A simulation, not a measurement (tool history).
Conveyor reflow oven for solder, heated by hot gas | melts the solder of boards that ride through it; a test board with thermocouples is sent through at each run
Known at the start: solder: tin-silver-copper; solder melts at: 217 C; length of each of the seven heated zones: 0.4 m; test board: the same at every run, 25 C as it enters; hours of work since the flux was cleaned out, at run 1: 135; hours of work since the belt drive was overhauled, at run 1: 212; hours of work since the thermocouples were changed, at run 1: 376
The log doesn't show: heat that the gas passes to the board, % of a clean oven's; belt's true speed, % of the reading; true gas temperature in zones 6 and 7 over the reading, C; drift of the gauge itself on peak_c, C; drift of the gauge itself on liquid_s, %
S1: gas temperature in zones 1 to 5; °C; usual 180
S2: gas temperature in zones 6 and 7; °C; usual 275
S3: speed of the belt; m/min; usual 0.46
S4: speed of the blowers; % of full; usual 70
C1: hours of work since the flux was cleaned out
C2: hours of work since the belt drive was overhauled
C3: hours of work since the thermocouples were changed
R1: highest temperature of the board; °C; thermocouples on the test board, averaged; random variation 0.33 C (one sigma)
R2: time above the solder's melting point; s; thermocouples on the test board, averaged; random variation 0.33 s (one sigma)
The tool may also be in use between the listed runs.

Run 1, hour 0: usual settings; C1 135; C2 212; C3 376. Result: R1 262.8 °C, R2 89.8 s.
Run 2, hour 7.8: usual settings; C1 139; C2 217; C3 380. Result: R1 262.9 °C, R2 90.6 s.
Run 3, hour 14.1: usual settings; C1 142; C2 220; C3 384. Result: R1 263 °C, R2 90.4 s.
Run 4, hour 26.6: usual settings but S4 79 % of full; C1 149; C2 226; C3 390. Result: R1 264.9 °C, R2 91.6 s.
Run 5, hour 37.2: usual settings but S3 0.387 m/min; C1 154; C2 232; C3 396. Result: R1 267.1 °C, R2 112.7 s.
Run 6, hour 46.8: usual settings but S3 0.387 m/min; C1 159; C2 237; C3 401. Result: R1 266.9 °C, R2 112.4 s.
Run 7, hour 52.7: usual settings but S3 0.387 m/min; C1 162; C2 240; C3 404. Result: R1 267 °C, R2 112.1 s.
Run 8, hour 65.5: usual settings but S1 191 °C; C1 169; C2 247; C3 411. Result: R1 264.2 °C, R2 97.1 s.
Run 9, hour 72.9: usual settings; C1 173; C2 251; C3 415. Result: R1 262.3 °C, R2 90.5 s.
Run 10, hour 80.6: usual settings; C1 177; C2 255; C3 419. Result: R1 262.3 °C, R2 91 s.
Run 11, hour 90.4: usual settings; C1 182; C2 260; C3 424. Result: R1 262.1 °C, R2 90.6 s.
Run 12, hour 102.1: usual settings but S1 175 °C; C1 189; C2 266; C3 430. Result: R1 261.9 °C, R2 87.2 s.
Run 13, hour 108.7: usual settings but S1 175 °C; C1 192; C2 270; C3 434. Result: R1 261.4 °C, R2 87.4 s.
Run 14, hour 116.2: usual settings but S1 175 °C; C1 196; C2 274; C3 438. Result: R1 261.4 °C, R2 87.8 s.
Run 15, hour 125.8: usual settings but S1 175 °C; C1 201; C2 279; C3 443. Result: R1 261.4 °C, R2 87.4 s.
Run 16, hour 135.4: usual settings but S1 175 °C; C1 206; C2 284; C3 448. Result: R1 261.5 °C, R2 87 s.
Run 17, hour 147.9: usual settings but S1 182 °C, S2 272 °C, S3 0.483 m/min; C1 213; C2 291; C3 454. Result: R1 258.2 °C, R2 83.6 s.
Run 18, hour 159: usual settings but S1 182 °C, S2 272 °C, S3 0.483 m/min; C1 219; C2 296; C3 460. Result: R1 258.3 °C, R2 84 s.
Run 19, hour 170.5: usual settings but S2 278 °C, S3 0.415 m/min, S4 86 % of full; C1 225; C2 303; C3 466. Result: R1 271.1 °C, R2 106.3 s.
Run 20, hour 180: usual settings but S2 279 °C, S3 0.384 m/min, S4 60 % of full; C1 230; C2 308; C3 471. Result: R1 268.4 °C, R2 113.6 s.
Run 21, hour 188: usual settings but S1 186 °C, S3 0.456 m/min; C1 234; C2 312; C3 476. Result: R1 263 °C, R2 94.9 s.
Run 22, hour 196.6: usual settings but S3 0.391 m/min; C1 238; C2 316; C3 480. Result: R1 266.9 °C, R2 110.4 s.
Run 23, hour 203.9: usual settings but S3 0.483 m/min; C1 242; C2 320; C3 484. Result: R1 260.6 °C, R2 84.4 s.
Run 24, hour 214.3: usual settings but S2 273 °C, S3 0.53 m/min; C1 248; C2 326; C3 489. Result: R1 256.1 °C, R2 72.4 s.
Run 25, hour 220.3: usual settings but S1 184 °C, S3 0.407 m/min, S4 76 % of full; C1 251; C2 329; C3 493. Result: R1 266.6 °C, R2 108.2 s.
Run 26, hour 226.8: usual settings but S1 176 °C, S2 272 °C; C1 254; C2 332; C3 496. Result: R1 258.9 °C, R2 85.9 s.
Run 27, hour 233: usual settings but S4 67 % of full; C1 258; C2 336; C3 499. Result: R1 260.6 °C, R2 89.6 s.
Run 28, hour 244.6: usual settings but S4 67 % of full; C1 264; C2 342; C3 505. Result: R1 260.9 °C, R2 89.7 s.

Forecast each of these 4 alternatives for the next run:
Run A, hour 257: usual settings but S1 187 °C, S3 0.476 m/min; C1 270; C2 348; C3 512. Result: R1 ?, R2 ?.
Run B, hour 257: usual settings but S1 170 °C, S3 0.471 m/min, S4 67 % of full; C1 270; C2 348; C3 512. Result: R1 ?, R2 ?.
Run C, hour 257: usual settings but S2 285 °C, S4 74 % of full; C1 270; C2 348; C3 512. Result: R1 ?, R2 ?.
Run D, hour 257: usual settings but S2 266 °C, S4 90 % of full; C1 270; C2 348; C3 512. Result: R1 ?, R2 ?.

run     R1    R2
  A  262.3  89.7
  B  258.5  80.6
  C  271.5  96.4
  D  257.9  88.5
Without the tool's hidden state the same runs would have given:
run     R1    R2
  A  263.1  90.2
  B  259.6  81.8
  C  272.5  96.6
  D  258.6  89.5
